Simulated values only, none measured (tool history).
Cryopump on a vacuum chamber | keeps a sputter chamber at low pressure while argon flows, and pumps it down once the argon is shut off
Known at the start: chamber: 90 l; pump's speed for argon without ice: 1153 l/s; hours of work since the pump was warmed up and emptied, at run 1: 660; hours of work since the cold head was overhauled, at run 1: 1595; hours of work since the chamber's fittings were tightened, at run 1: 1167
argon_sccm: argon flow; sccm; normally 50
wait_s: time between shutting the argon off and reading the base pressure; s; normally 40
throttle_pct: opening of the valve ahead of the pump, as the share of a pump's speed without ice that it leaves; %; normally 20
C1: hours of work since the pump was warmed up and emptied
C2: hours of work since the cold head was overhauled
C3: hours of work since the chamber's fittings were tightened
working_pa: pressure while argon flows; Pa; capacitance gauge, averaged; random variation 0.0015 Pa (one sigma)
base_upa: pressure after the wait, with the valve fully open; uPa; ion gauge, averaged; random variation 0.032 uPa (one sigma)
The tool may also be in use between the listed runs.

run 1 hour=0 | argon_sccm=50 wait_s=40 throttle_pct=20 | C1=660 C2=1595 C3=1167 | working_pa=0.3917 base_upa=4.77
run 2 hour=76.2 | argon_sccm=50 wait_s=40 throttle_pct=20 | C1=726 C2=1661 C3=1233 | working_pa=0.3979 base_upa=5.11
run 3 hour=136.4 | argon_sccm=50 wait_s=40 throttle_pct=20 | C1=778 C2=1714 C3=1286 | working_pa=0.398 base_upa=5.23
-- hour=147.1 pump warmed up, emptied and cooled again
-- hour=217.7 leaking fittings of the chamber tightened, without venting
run 4 hour=237 | argon_sccm=50 wait_s=40 throttle_pct=20 | C1=76 C2=1795 C3=17 | working_pa=0.3697 base_upa=1.71
run 5 hour=303.4 | argon_sccm=50 wait_s=40 throttle_pct=20 | C1=134 C2=1853 C3=75 | working_pa=0.3728 base_upa=1.85
run 6 hour=358.7 | argon_sccm=50 wait_s=40 throttle_pct=20 | C1=182 C2=1901 C3=123 | working_pa=0.3727 base_upa=1.92
run 7 hour=412 | argon_sccm=50 wait_s=23 throttle_pct=20 | C1=229 C2=1947 C3=169 | working_pa=0.3753 base_upa=3.07
run 8 hour=463.8 | argon_sccm=50 wait_s=40 throttle_pct=20 | C1=274 C2=1992 C3=214 | working_pa=0.3737 base_upa=2.23
run 9 hour=540.2 | argon_sccm=50 wait_s=40 throttle_pct=20 | C1=340 C2=2059 C3=281 | working_pa=0.376 base_upa=2.34
run 10 hour=600.7 | argon_sccm=23 wait_s=40 throttle_pct=20 | C1=393 C2=2112 C3=333 | working_pa=0.175 base_upa=2.42
run 11 hour=692.9 | argon_sccm=50 wait_s=40 throttle_pct=20 | C1=473 C2=2192 C3=413 | working_pa=0.382 base_upa=2.74
run 12 hour=756.8 | argon_sccm=50 wait_s=28 throttle_pct=20 | C1=529 C2=2247 C3=469 | working_pa=0.3888 base_upa=3.53
run 13 hour=856.4 | argon_sccm=50 wait_s=28 throttle_pct=20 | C1=615 C2=2334 C3=556 | working_pa=0.3929 base_upa=3.73
run 14 hour=906.1 | argon_sccm=50 wait_s=28 throttle_pct=20 | C1=659 C2=2377 C3=599 | working_pa=0.3925 base_upa=3.93
run 15 hour=1014.3 | argon_sccm=50 wait_s=28 throttle_pct=20 | C1=753 C2=2471 C3=693 | working_pa=0.3979 base_upa=4.26
-- hour=1053.5 pump warmed up, emptied and cooled again
run 16 hour=1075.7 | argon_sccm=50 wait_s=28 throttle_pct=20 | C1=19 C2=2520 C3=742 | working_pa=0.3692 base_upa=3.66
run 17 hour=1124.4 | argon_sccm=50 wait_s=28 throttle_pct=20 | C1=62 C2=2563 C3=784 | working_pa=0.37 base_upa=3.89
run 18 hour=1182.8 | argon_sccm=58 wait_s=28 throttle_pct=20 | C1=112 C2=2613 C3=835 | working_pa=0.4292 base_upa=4.02
run 19 hour=1293.2 | argon_sccm=67 wait_s=68 throttle_pct=51 | C1=209 C2=2710 C3=931 | working_pa=0.2043 base_upa=3.19
run 20 hour=1392.1 | argon_sccm=27 wait_s=129 throttle_pct=21 | C1=295 C2=2796 C3=1017 | working_pa=0.1934 base_upa=2.87
run 21 hour=1447.7 | argon_sccm=33 wait_s=71 throttle_pct=29 | C1=343 C2=2844 C3=1066 | working_pa=0.1759 base_upa=3.49
run 22 hour=1516.8 | argon_sccm=33 wait_s=71 throttle_pct=29 | C1=403 C2=2904 C3=1126 | working_pa=0.1769 base_upa=3.64
run 23 hour=1619.5 | argon_sccm=33 wait_s=97 throttle_pct=25 | C1=492 C2=2993 C3=1215 | working_pa=0.2086 base_upa=3.76
run 24 hour=1679.3 | argon_sccm=33 wait_s=97 throttle_pct=25 | C1=544 C2=3045 C3=1267 | working_pa=0.2083 base_upa=4.01
-- hour=1780.1 leaking fittings of the chamber tightened, without venting
run 25 hour=1786.4 | argon_sccm=33 wait_s=97 throttle_pct=25 | C1=636 C2=3137 C3=5 | working_pa=0.2109 base_upa=0.99
run 26 hour=1841.9 | argon_sccm=33 wait_s=151 throttle_pct=60 | C1=684 C2=3185 C3=54 | working_pa=0.0997 base_upa=0.95
run 27 hour=1914 | argon_sccm=33 wait_s=151 throttle_pct=60 | C1=747 C2=3248 C3=116 | working_pa=0.102 base_upa=1.1
-- hour=1957.4 pump warmed up, emptied and cooled again
run 28 hour=2002.1 | argon_sccm=79 wait_s=25 throttle_pct=19 | C1=39 C2=3320 C3=189 | working_pa=0.6121 base_upa=2.87
run 29 hour=2055.2 | argon_sccm=79 wait_s=25 throttle_pct=19 | C1=85 C2=3366 C3=235 | working_pa=0.6165 base_upa=3.06
run 30 hour=2112.5 | argon_sccm=50 wait_s=246 throttle_pct=37 | C1=135 C2=3416 C3=285 | working_pa=0.2034 base_upa=1.1
run 31 hour=2172.4 | argon_sccm=50 wait_s=246 throttle_pct=37 | C1=187 C2=3468 C3=337 | working_pa=0.2054 base_upa=1.26
run 32 hour=2223.7 | argon_sccm=84 wait_s=50 throttle_pct=42 | C1=232 C2=3513 C3=382 | working_pa=0.3081 base_upa=2.22
run 33 hour=2306.3 | argon_sccm=52 wait_s=50 throttle_pct=26 | C1=303 C2=3585 C3=453 | working_pa=0.3073 base_upa=2.42
run 34 hour=2397.7 | argon_sccm=52 wait_s=50 throttle_pct=26 | C1=383 C2=3664 C3=533 | working_pa=0.3074 base_upa=2.65

Consider 4 possible next runs. They are alternatives, not a sequence: every one starts from the tool as it was left by run 34. What does each give?
run A hour=2462.4 | argon_sccm=76 wait_s=254 throttle_pct=24 | C1=439 C2=3720 C3=589 | working_pa=? base_upa=?
run B hour=2462.4 | argon_sccm=27 wait_s=50 throttle_pct=26 | C1=439 C2=3720 C3=589 | working_pa=? base_upa=?
run C hour=2462.4 | argon_sccm=32 wait_s=113 throttle_pct=33 | C1=439 C2=3720 C3=589 | working_pa=? base_upa=?
run D hour=2462.4 | argon_sccm=71 wait_s=102 throttle_pct=20 | C1=439 C2=3720 C3=589 | working_pa=? base_upa=?

run=A working_pa=0.4913 base_upa=1.93
run=B working_pa=0.1618 base_upa=2.88
run=C working_pa=0.1531 base_upa=2.21
run=D working_pa=0.5441 base_upa=2.31
Without the tool's unlogged condition, the same runs would have read:
run=A working_pa=0.4648 base_upa=0.48
run=B working_pa=0.1523 base_upa=1.4
run=C working_pa=0.1419 base_upa=0.74
run=D working_pa=0.5194 base_upa=0.82
